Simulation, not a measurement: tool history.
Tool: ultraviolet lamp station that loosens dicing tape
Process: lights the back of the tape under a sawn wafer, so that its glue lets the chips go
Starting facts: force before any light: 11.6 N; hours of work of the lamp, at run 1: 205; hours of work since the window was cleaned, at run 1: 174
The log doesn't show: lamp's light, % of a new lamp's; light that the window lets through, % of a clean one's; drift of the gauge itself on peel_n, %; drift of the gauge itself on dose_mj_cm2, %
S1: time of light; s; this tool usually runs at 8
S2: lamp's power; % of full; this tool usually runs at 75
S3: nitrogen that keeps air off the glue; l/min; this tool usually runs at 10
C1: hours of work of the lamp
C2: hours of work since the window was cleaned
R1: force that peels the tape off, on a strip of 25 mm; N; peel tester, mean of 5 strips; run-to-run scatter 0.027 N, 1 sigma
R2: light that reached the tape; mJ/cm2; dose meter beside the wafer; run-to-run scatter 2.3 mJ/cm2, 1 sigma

{"run": 1, "hour": 0.0, "S1": 8, "S2": 75, "S3": 10, "C1": 205, "C2": 174, "R1": 1.65, "R2": 180}
{"run": 2, "hour": 5.4, "S1": 8, "S2": 75, "S3": 10, "C1": 209, "C2": 178, "R1": 1.643, "R2": 182}
{"run": 3, "hour": 10.2, "S1": 8, "S2": 75, "S3": 10, "C1": 212, "C2": 180, "R1": 1.632, "R2": 183}
{"run": 4, "hour": 21.6, "S1": 8, "S2": 75, "S3": 10, "C1": 218, "C2": 187, "R1": 1.658, "R2": 185}
{"run": 5, "hour": 32.5, "S1": 8, "S2": 75, "S3": 10, "C1": 225, "C2": 194, "R1": 1.696, "R2": 183}
{"run": 6, "hour": 38.3, "S1": 8, "S2": 75, "S3": 10, "C1": 229, "C2": 198, "R1": 1.664, "R2": 179}
{"run": 7, "hour": 44.8, "S1": 8, "S2": 75, "S3": 10, "C1": 233, "C2": 202, "R1": 1.683, "R2": 184}
{"run": 8, "hour": 53.2, "S1": 8, "S2": 78, "S3": 10, "C1": 238, "C2": 207, "R1": 1.597, "R2": 185}
{"run": 9, "hour": 57.8, "S1": 8, "S2": 78, "S3": 10, "C1": 241, "C2": 210, "R1": 1.56, "R2": 185}
{"run": 10, "hour": 63.3, "S1": 8, "S2": 75, "S3": 10, "C1": 244, "C2": 213, "R1": 1.682, "R2": 176}
{"run": 11, "hour": 74.6, "S1": 8, "S2": 75, "S3": 10, "C1": 251, "C2": 220, "R1": 1.7, "R2": 178}
{"run": 12, "hour": 82.7, "S1": 8, "S2": 75, "S3": 10, "C1": 256, "C2": 225, "R1": 1.706, "R2": 177}
{"run": 13, "hour": 93.6, "S1": 8, "S2": 75, "S3": 10, "C1": 262, "C2": 231, "R1": 1.759, "R2": 175}
{"run": 14, "hour": 102.8, "S1": 8, "S2": 75, "S3": 10, "C1": 268, "C2": 237, "R1": 1.766, "R2": 174}
{"run": 15, "hour": 112.5, "S1": 8, "S2": 75, "S3": 10, "C1": 274, "C2": 243, "R1": 1.72, "R2": 175}
{"run": 16, "hour": 122.4, "S1": 8, "S2": 75, "S3": 10, "C1": 280, "C2": 249, "R1": 1.78, "R2": 178}
{"run": 17, "hour": 129.5, "S1": 16, "S2": 75, "S3": 10, "C1": 284, "C2": 253, "R1": 0.418, "R2": 348}
{"run": 18, "hour": 139.7, "S1": 12, "S2": 75, "S3": 10, "C1": 291, "C2": 259, "R1": 0.816, "R2": 260}
{"run": 19, "hour": 147.1, "S1": 12, "S2": 75, "S3": 10, "C1": 295, "C2": 264, "R1": 0.829, "R2": 257}
{"run": 20, "hour": 155.5, "S1": 16, "S2": 75, "S3": 7, "C1": 300, "C2": 269, "R1": 0.549, "R2": 344}
{"run": 21, "hour": 165.8, "S1": 16, "S2": 75, "S3": 7, "C1": 306, "C2": 275, "R1": 0.533, "R2": 345}
{"run": 22, "hour": 171.4, "S1": 9, "S2": 75, "S3": 5, "C1": 310, "C2": 279, "R1": 2.012, "R2": 188}
{"run": 23, "hour": 179.0, "S1": 12, "S2": 99, "S3": 3, "C1": 314, "C2": 283, "R1": 0.912, "R2": 339}
{"run": 24, "hour": 189.5, "S1": 10, "S2": 71, "S3": 14, "C1": 321, "C2": 290, "R1": 1.187, "R2": 203}
{"run": 25, "hour": 198.6, "S1": 5, "S2": 94, "S3": 12, "C1": 326, "C2": 295, "R1": 2.658, "R2": 132}
{"run": 26, "hour": 207.4, "S1": 8, "S2": 75, "S3": 5, "C1": 332, "C2": 301, "R1": 2.478, "R2": 167}
{"run": 27, "hour": 218.8, "S1": 8, "S2": 75, "S3": 5, "C1": 339, "C2": 308, "R1": 2.595, "R2": 166}
{"run": 28, "hour": 224.4, "S1": 9, "S2": 96, "S3": 11, "C1": 342, "C2": 311, "R1": 0.912, "R2": 247}
{"run": 29, "hour": 229.8, "S1": 9, "S2": 96, "S3": 11, "C1": 345, "C2": 314, "R1": 0.894, "R2": 230}
{"run": 30, "hour": 237.5, "S1": 11, "S2": 93, "S3": 10, "C1": 350, "C2": 319, "R1": 0.678, "R2": 283}

Below are 3 alternative next runs, each starting from the tool's condition after run 30. Predict each:
{"run": "A", "hour": 244.1, "S1": 6, "S2": 75, "S3": 10, "C1": 354, "C2": 323, "R1": "?", "R2": "?"}
{"run": "B", "hour": 244.1, "S1": 11, "S2": 96, "S3": 10, "C1": 354, "C2": 323, "R1": "?", "R2": "?"}
{"run": "C", "hour": 244.1, "S1": 4, "S2": 92, "S3": 7, "C1": 354, "C2": 323, "R1": "?", "R2": "?"}

run=A R1=3.024 R2=127
run=B R1=0.623 R2=289
run=C R1=4.010 R2=103
Without the tool's unlogged condition, the same runs would have read:
run=A R1=2.205 R2=157
run=B R1=0.399 R2=359
run=C R1=3.146 R2=127
